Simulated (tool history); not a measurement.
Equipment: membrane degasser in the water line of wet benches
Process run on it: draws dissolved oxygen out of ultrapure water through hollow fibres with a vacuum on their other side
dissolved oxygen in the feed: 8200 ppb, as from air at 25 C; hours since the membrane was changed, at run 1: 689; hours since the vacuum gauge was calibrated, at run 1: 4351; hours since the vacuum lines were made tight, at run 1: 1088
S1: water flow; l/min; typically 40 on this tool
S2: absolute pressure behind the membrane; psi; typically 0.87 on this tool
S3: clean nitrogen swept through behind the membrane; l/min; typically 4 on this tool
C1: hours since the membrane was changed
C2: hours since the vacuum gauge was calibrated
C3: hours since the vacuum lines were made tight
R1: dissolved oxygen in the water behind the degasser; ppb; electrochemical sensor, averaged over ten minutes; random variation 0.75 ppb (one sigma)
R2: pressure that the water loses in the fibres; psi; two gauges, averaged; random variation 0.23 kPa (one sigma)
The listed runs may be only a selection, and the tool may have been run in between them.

| run | hour | S1 | S2 | S3 | C1 | C2 | C3 | R1 | R2 |
|---|---|---|---|---|---|---|---|---|---|
| 1 | 0 | 40 | 0.87 | 4 | 689 | 4351 | 1088 | 79.5 | 8.831 |
| 2 | 24.2 | 40 | 1.098 | 4 | 713 | 4375 | 1113 | 118 | 8.821 |
| 3 | 74.1 | 40 | 1.098 | 4 | 763 | 4425 | 1163 | 115.9 | 8.849 |
| 4 | 106.1 | 40 | 0.87 | 2.04 | 795 | 4457 | 1195 | 143 | 8.807 |
| 5 | 142.5 | 42 | 0.87 | 2.04 | 832 | 4493 | 1231 | 151.3 | 9.293 |
| 6 | 176.6 | 40 | 0.605 | 4 | 866 | 4528 | 1265 | 37.5 | 8.913 |
| 7 | 207.2 | 40 | 0.605 | 4 | 897 | 4558 | 1296 | 37.3 | 8.855 |
| 8 | 256.4 | 40 | 0.605 | 4 | 946 | 4607 | 1345 | 37.6 | 8.823 |
| 9 | 278.7 | 40 | 1.546 | 4 | 968 | 4630 | 1367 | 186.5 | 8.852 |
| 10 | 324.3 | 40 | 0.87 | 1.99 | 1014 | 4675 | 1413 | 146.7 | 8.776 |
|  | 329.2 | vacuum gauge calibrated |
| 11 | 356.2 | 40 | 0.87 | 4 | 1045 | 27 | 1444 | 85 | 8.817 |
| 12 | 383.8 | 32 | 0.87 | 4 | 1073 | 55 | 1472 | 67.4 | 7.117 |
| 13 | 410.9 | 32 | 0.87 | 4 | 1100 | 82 | 1499 | 68 | 7.114 |
| 14 | 437.1 | 32 | 0.87 | 4 | 1126 | 108 | 1525 | 67.6 | 7.124 |
| 15 | 463.1 | 32 | 0.87 | 4 | 1152 | 134 | 1551 | 67.3 | 7.085 |
|  | 502.9 | vacuum gauge calibrated, once more |
| 16 | 503.2 | 32 | 0.87 | 4 | 1192 | 0 | 1591 | 56 | 7.071 |
| 17 | 552.7 | 41 | 0.87 | 3.66 | 1241 | 50 | 1640 | 79.4 | 9.081 |
| 18 | 596.7 | 41 | 0.87 | 3.66 | 1285 | 94 | 1684 | 79.9 | 9.129 |
| 19 | 630.5 | 41 | 0.87 | 3.66 | 1319 | 128 | 1718 | 79.4 | 9.056 |
| 20 | 657.1 | 27 | 1.877 | 3.31 | 1345 | 154 | 1745 | 189.6 | 6.028 |
| 21 | 703.2 | 27 | 1.877 | 3.31 | 1391 | 200 | 1791 | 189.6 | 5.993 |
| 22 | 727.1 | 35 | 0.792 | 8.17 | 1415 | 224 | 1815 | 26.1 | 7.768 |
| 23 | 764.9 | 40 | 0.87 | 7.8 | 1453 | 262 | 1852 | 40 | 8.939 |
| 24 | 814.1 | 40 | 0.837 | 2.36 | 1502 | 311 | 1902 | 105.6 | 8.897 |
| 25 | 845.1 | 40 | 0.837 | 2.36 | 1533 | 342 | 1933 | 105.1 | 8.897 |
| 26 | 892.4 | 26 | 0.87 | 2.97 | 1581 | 390 | 1980 | 61.2 | 5.765 |
| 27 | 935.9 | 26 | 0.87 | 2.97 | 1624 | 433 | 2023 | 61.1 | 5.733 |
| 28 | 982.6 | 40 | 1.6 | 9.36 | 1671 | 480 | 2070 | 84.1 | 8.907 |
| 29 | 1004.2 | 40 | 1.707 | 8.04 | 1692 | 501 | 2092 | 109 | 8.946 |
| 30 | 1034.2 | 40 | 2.081 | 4 | 1723 | 531 | 2122 | 264 | 8.987 |
| 31 | 1080.6 | 40 | 2.081 | 4 | 1769 | 578 | 2168 | 262.7 | 8.876 |
| 32 | 1123.3 | 44 | 1.809 | 9.36 | 1812 | 620 | 2211 | 115.4 | 9.85 |

How would selected steps in R1 from run to run divide? Give the signed amount a tool lacking its hidden state would still show from settings, what came in and random variation, and the signed amount left for the hidden state, including any gauge scatter that is not in both of the compared results.
What the log doesn't record here: membrane still open, %; true pressure behind the membrane over the reading, kPa; air that leaks in behind the membrane, l/min; drift of the gauge itself on oxygen_ppb, %; drift of the gauge itself on loss_of_pressure_kpa, %.
Run 5 -> 6: S1 42 -> 40, S2 0.87 -> 0.605, S3 2.04 -> 4. R1 -113.8 ppb: hidden state -9.7, all else -104.1.
Run 8 -> 9: S2 0.605 -> 1.546. R1 +148.9 ppb: hidden state +0.3, all else +148.6.
Run 9 -> 10: S2 1.546 -> 0.87, S3 4 -> 1.99. R1 -39.8 ppb: hidden state +9.7, all else -49.5.
Run 15 -> 16: vacuum gauge calibrated, once more. R1 -11.3 ppb: hidden state -12, all else +0.7.
Run 21 -> 22: S1 27 -> 35, S2 1.877 -> 0.792, S3 3.31 -> 8.17. R1 -163.5 ppb: hidden state -1.5, all else -162.
Run 29 -> 30: S2 1.707 -> 2.081, S3 8.04 -> 4. R1 +155 ppb: hidden state +1.9, all else +153.1.
